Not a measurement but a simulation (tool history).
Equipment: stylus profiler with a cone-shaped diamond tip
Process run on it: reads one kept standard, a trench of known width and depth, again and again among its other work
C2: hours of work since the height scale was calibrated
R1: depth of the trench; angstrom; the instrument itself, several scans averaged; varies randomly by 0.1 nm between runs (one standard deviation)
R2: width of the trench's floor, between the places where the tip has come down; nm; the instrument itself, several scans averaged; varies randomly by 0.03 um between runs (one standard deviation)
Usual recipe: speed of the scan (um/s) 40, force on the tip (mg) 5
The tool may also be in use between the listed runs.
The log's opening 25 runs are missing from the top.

{"run": 26, "hour": 498.9, "speed of the scan (um/s)": 58, "force on the tip (mg)": 14.5, "scans with this tip": 13692, "C2": 1152, "R1": 1023.4, "R2": 98010}
{"run": 27, "hour": 511.3, "speed of the scan (um/s)": 19, "force on the tip (mg)": 7.91, "scans with this tip": 13781, "C2": 1160, "R1": 1018, "R2": 98050}
{"run": 28, "hour": 528.0, "speed of the scan (um/s)": 57, "force on the tip (mg)": 8.18, "scans with this tip": 13900, "C2": 1170, "R1": 1016.3, "R2": 97980}
{"run": 29, "hour": 542.5, "speed of the scan (um/s)": 57, "force on the tip (mg)": 14.19, "scans with this tip": 14003, "C2": 1179, "R1": 1020.9, "R2": 98040}
{"run": 30, "hour": 563.8, "speed of the scan (um/s)": 34, "force on the tip (mg)": 3.26, "scans with this tip": 14155, "C2": 1191, "R1": 1012.3, "R2": 97950}
{"run": 31, "hour": 588.4, "speed of the scan (um/s)": 34, "force on the tip (mg)": 3.26, "scans with this tip": 14330, "C2": 1206, "R1": 1011.8, "R2": 97990}
{"hour": 590.2, "done": "height scale calibrated on a step standard"}
{"run": 32, "hour": 607.7, "speed of the scan (um/s)": 52, "force on the tip (mg)": 3.77, "scans with this tip": 14464, "C2": 10, "R1": 1015.5, "R2": 97880}
{"run": 33, "hour": 629.7, "speed of the scan (um/s)": 116, "force on the tip (mg)": 5.78, "scans with this tip": 14621, "C2": 24, "R1": 1017.5, "R2": 97650}
{"run": 34, "hour": 654.9, "speed of the scan (um/s)": 14, "force on the tip (mg)": 3.47, "scans with this tip": 14801, "C2": 39, "R1": 1016.4, "R2": 98020}
{"run": 35, "hour": 668.5, "speed of the scan (um/s)": 14, "force on the tip (mg)": 3.47, "scans with this tip": 14897, "C2": 47, "R1": 1014.7, "R2": 98040}
{"run": 36, "hour": 691.2, "speed of the scan (um/s)": 14, "force on the tip (mg)": 3.47, "scans with this tip": 15059, "C2": 61, "R1": 1015.7, "R2": 98020}
{"hour": 697.3, "done": "height scale calibrated on a step standard, once more"}
{"run": 37, "hour": 704.0, "speed of the scan (um/s)": 11, "force on the tip (mg)": 8.55, "scans with this tip": 15147, "C2": 4, "R1": 1013.4, "R2": 98080}
{"run": 38, "hour": 719.7, "speed of the scan (um/s)": 33, "force on the tip (mg)": 5.01, "scans with this tip": 15258, "C2": 13, "R1": 1008.6, "R2": 97890}
{"run": 39, "hour": 746.9, "speed of the scan (um/s)": 15, "force on the tip (mg)": 3.98, "scans with this tip": 15452, "C2": 30, "R1": 1007.2, "R2": 97950}
{"run": 40, "hour": 764.9, "speed of the scan (um/s)": 15, "force on the tip (mg)": 3.98, "scans with this tip": 15581, "C2": 41, "R1": 1008, "R2": 98040}
{"run": 41, "hour": 779.4, "speed of the scan (um/s)": 41, "force on the tip (mg)": 5.05, "scans with this tip": 15684, "C2": 49, "R1": 1007.7, "R2": 97920}
{"run": 42, "hour": 794.0, "speed of the scan (um/s)": 91, "force on the tip (mg)": 10.58, "scans with this tip": 15788, "C2": 58, "R1": 1014.4, "R2": 97780}
{"run": 43, "hour": 819.7, "speed of the scan (um/s)": 91, "force on the tip (mg)": 10.58, "scans with this tip": 15972, "C2": 73, "R1": 1016.1, "R2": 97770}
{"run": 44, "hour": 835.9, "speed of the scan (um/s)": 16, "force on the tip (mg)": 2.82, "scans with this tip": 16087, "C2": 83, "R1": 1005.9, "R2": 98030}
{"run": 45, "hour": 854.7, "speed of the scan (um/s)": 25, "force on the tip (mg)": 3.97, "scans with this tip": 16221, "C2": 94, "R1": 1009.6, "R2": 97920}
{"run": 46, "hour": 878.0, "speed of the scan (um/s)": 91, "force on the tip (mg)": 1.67, "scans with this tip": 16387, "C2": 108, "R1": 1006.8, "R2": 97390}

Forecast each of these 3 alternatives for the next run:
{"run": "A", "hour": 905.2, "speed of the scan (um/s)": 39, "force on the tip (mg)": 11.45, "scans with this tip": 16580, "C2": 125, "R1": "?", "R2": "?"}
{"run": "B", "hour": 905.2, "speed of the scan (um/s)": 37, "force on the tip (mg)": 4.63, "scans with this tip": 16580, "C2": 125, "R1": "?", "R2": "?"}
{"run": "C", "hour": 905.2, "speed of the scan (um/s)": 91, "force on the tip (mg)": 2.41, "scans with this tip": 16580, "C2": 125, "R1": "?", "R2": "?"}

run=A R1=1016.5 R2=97940
run=B R1=1008.1 R2=97890
run=C R1=1005.9 R2=97510
Without the tool's hidden state the same runs would have given:
run=A R1=1015.3 R2=98640
run=B R1=1007 R2=98590
run=C R1=1004.8 R2=98210

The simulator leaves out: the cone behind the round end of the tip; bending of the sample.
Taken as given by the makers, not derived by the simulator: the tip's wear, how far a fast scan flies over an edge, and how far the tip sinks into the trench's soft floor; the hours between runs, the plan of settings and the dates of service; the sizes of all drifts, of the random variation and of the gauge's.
